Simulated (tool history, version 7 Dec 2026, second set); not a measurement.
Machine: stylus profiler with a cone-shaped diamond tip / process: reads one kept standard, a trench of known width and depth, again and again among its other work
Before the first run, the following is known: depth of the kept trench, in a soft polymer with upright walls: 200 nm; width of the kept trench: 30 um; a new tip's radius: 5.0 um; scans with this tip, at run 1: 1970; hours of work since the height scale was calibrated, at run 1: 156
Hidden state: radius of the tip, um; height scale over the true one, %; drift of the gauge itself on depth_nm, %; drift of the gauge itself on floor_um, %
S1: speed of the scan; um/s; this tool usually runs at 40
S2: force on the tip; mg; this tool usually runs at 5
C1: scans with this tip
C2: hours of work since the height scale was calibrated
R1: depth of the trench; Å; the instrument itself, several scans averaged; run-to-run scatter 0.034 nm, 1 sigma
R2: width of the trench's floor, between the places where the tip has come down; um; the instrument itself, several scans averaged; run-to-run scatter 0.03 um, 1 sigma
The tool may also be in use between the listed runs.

{"run": 1, "hour": 0.0, "S1": 40, "S2": 5, "C1": 1970, "C2": 156, "R1": 2041.9, "R2": 27.04}
{"run": 2, "hour": 27.5, "S1": 40, "S2": 5, "C1": 2150, "C2": 170, "R1": 2041.5, "R2": 27.05}
{"run": 3, "hour": 75.5, "S1": 40, "S2": 5, "C1": 2464, "C2": 195, "R1": 2041.4, "R2": 27.03}
{"run": 4, "hour": 126.8, "S1": 40, "S2": 5, "C1": 2800, "C2": 222, "R1": 2041.5, "R2": 27.07}
{"run": 5, "hour": 162.9, "S1": 40, "S2": 5, "C1": 3036, "C2": 241, "R1": 2041.7, "R2": 27.02}
{"run": 6, "hour": 218.0, "S1": 40, "S2": 5, "C1": 3397, "C2": 269, "R1": 2041.4, "R2": 27.04}
{"run": 7, "hour": 267.3, "S1": 40, "S2": 5, "C1": 3720, "C2": 295, "R1": 2041.2, "R2": 27.04}
{"run": 8, "hour": 300.7, "S1": 74, "S2": 5.04, "C1": 3938, "C2": 312, "R1": 2041.9, "R2": 26.92}
{"run": 9, "hour": 334.4, "S1": 23, "S2": 4.98, "C1": 4159, "C2": 330, "R1": 2041.4, "R2": 27.09}
{"run": 10, "hour": 394.4, "S1": 14, "S2": 10.67, "C1": 4551, "C2": 361, "R1": 2068.8, "R2": 27.18}

Each row is a separate what-if for the run after 10, all from the same tool condition, not one after another. Results?
{"run": "A", "hour": 440.1, "S1": 40, "S2": 5.47, "C1": 4851, "C2": 385, "R1": "?", "R2": "?"}
{"run": "B", "hour": 440.1, "S1": 12, "S2": 11.95, "C1": 4851, "C2": 385, "R1": "?", "R2": "?"}
{"run": "C", "hour": 440.1, "S1": 34, "S2": 2.49, "C1": 4851, "C2": 385, "R1": "?", "R2": "?"}
{"run": "D", "hour": 440.1, "S1": 12, "S2": 9.35, "C1": 4851, "C2": 385, "R1": "?", "R2": "?"}

run=A R1=2044.3 R2=26.97
run=B R1=2075.5 R2=27.15
run=C R1=2026.6 R2=27.02
run=D R1=2063.5 R2=27.2
The same runs, with their run-to-run variation unchanged, on a tool lacking any hidden condition would have given:
run=A R1=2044.3 R2=26.97
run=B R1=2075.5 R2=27.15
run=C R1=2026.6 R2=27.03
run=D R1=2063.5 R2=27.2

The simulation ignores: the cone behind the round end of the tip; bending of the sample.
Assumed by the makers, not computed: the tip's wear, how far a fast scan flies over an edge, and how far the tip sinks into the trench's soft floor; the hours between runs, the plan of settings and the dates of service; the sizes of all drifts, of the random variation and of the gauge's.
